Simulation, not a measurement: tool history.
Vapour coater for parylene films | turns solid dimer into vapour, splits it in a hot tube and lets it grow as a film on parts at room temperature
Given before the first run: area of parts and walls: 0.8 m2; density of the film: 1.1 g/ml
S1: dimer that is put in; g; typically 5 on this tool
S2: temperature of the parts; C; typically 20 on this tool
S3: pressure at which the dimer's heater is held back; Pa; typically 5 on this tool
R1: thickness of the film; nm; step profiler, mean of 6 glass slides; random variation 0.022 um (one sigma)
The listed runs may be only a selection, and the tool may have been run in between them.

run,hour,S1,S2,S3,R1
1,0,5,20,5,4010
2,18.3,5,20,5,3970
3,36.6,5,20,5,4010
4,56.9,5,20,5,3980
5,74.8,5,20,5,3960
6,95.9,5,20,5,3960
7,121.8,5,20,5,3880
8,147.5,5,20,2.25,4540
9,169.1,5,20,5,3850
10,185.1,5,20,10.82,3280
11,206.9,5,13,5,4560
12,224,5,13,5,4490
13,240.4,5,20,5,3760
14,264.1,5,20,5,3770
15,278.2,5,20,5,3740
16,289.2,5,20,5,3760
17,304.8,5,20,5,3730
18,328.6,7,20,5,5170
19,349.7,5,23,5,3410
20,367.7,5,23,5,3410
21,379.8,5,23,5,3420
22,393.1,5,18,5,3830
23,418.8,5,16,5,4020
24,444,4,24,5,2640
25,461.3,4,24,5,2960
26,480.1,6,22,7.89,4200
27,491.7,6,22,7.89,4270
28,512,6,22,7.89,4200
29,526.4,6,22,3.14,5020
30,547.5,5,14,5,4530
31,570.4,5,23,9.52,3240
32,582.7,6,29,6.16,3690
33,606.9,3,15,9.15,2360
34,618.4,2,30,4.25,1280
35,643.7,3,30,6.6,1760
36,663.7,8,28,9.34,4550
37,682.2,3,14,5,2670
38,693.6,3,14,5,2640
39,705,2,22,4.45,1490
40,730,2,22,10.18,1270
41,752,2,15,2.62,1920
42,774.3,5,17,5,4040
43,795,5,17,5,4000
44,813.5,7,17,10.93,4790
45,825,3,26,4.85,1940
46,836.9,4,18,5,3070

Between the runs listed above, the log contained 1 entry, not reproduced here. Where in the sequence does each belong, and how does what the log doesn't record of the tool's condition differ from the listed run before to the listed run after?
In the gap between runs 24 and 25: trap's valve overhauled (hour 455.8)
  vapour lost through the trap's worn valve, %: 11.3 -> 0.1
  measured minus no-state result, R1: -300 -> +40 nm
